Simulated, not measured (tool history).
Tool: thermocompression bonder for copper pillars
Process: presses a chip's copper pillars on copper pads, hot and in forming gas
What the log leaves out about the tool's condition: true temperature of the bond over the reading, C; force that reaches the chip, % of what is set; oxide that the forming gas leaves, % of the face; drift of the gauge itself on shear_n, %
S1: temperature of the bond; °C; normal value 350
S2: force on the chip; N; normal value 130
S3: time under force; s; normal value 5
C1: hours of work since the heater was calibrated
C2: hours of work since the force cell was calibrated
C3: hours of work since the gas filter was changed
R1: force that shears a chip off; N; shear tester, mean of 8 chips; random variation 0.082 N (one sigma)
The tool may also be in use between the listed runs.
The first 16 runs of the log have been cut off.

{"run": 17, "hour": 141.3, "S1": 347, "S2": 130, "S3": 5, "C1": 310, "C2": 438, "C3": 246, "R1": 45.42}
{"run": 18, "hour": 149.2, "S1": 350, "S2": 130, "S3": 5, "C1": 315, "C2": 442, "C3": 250, "R1": 46.9}
{"run": 19, "hour": 160.6, "S1": 325, "S2": 83, "S3": 6, "C1": 321, "C2": 448, "C3": 256, "R1": 26.08}
{"run": 20, "hour": 169.5, "S1": 334, "S2": 83, "S3": 9, "C1": 325, "C2": 453, "C3": 261, "R1": 34.53}
{"hour": 171.7, "done": "force cell calibrated"}
{"run": 21, "hour": 179.8, "S1": 365, "S2": 186, "S3": 6, "C1": 330, "C2": 4, "C3": 265, "R1": 69.37}
{"run": 22, "hour": 188.4, "S1": 350, "S2": 154, "S3": 15, "C1": 334, "C2": 9, "C3": 270, "R1": 71.15}
{"run": 23, "hour": 194.6, "S1": 350, "S2": 154, "S3": 15, "C1": 338, "C2": 12, "C3": 273, "R1": 70.95}
{"run": 24, "hour": 200.1, "S1": 342, "S2": 154, "S3": 7, "C1": 340, "C2": 15, "C3": 276, "R1": 54.12}
{"hour": 209.5, "done": "force cell calibrated, once more"}
{"run": 25, "hour": 212.1, "S1": 356, "S2": 165, "S3": 4, "C1": 346, "C2": 1, "C3": 281, "R1": 55.09}
{"run": 26, "hour": 222.4, "S1": 358, "S2": 165, "S3": 8, "C1": 351, "C2": 7, "C3": 287, "R1": 67.97}
{"run": 27, "hour": 232.3, "S1": 334, "S2": 141, "S3": 8, "C1": 356, "C2": 12, "C3": 292, "R1": 50.62}

For run 28, what comes out?
{"run": 28, "hour": 243.5, "S1": 334, "S2": 141, "S3": 8, "C1": 362, "C2": 18, "C3": 298, "R1": "?"}

R1: 50.59 N
The same run, on a tool lacking any hidden state, would have yielded R1 50.78 N.
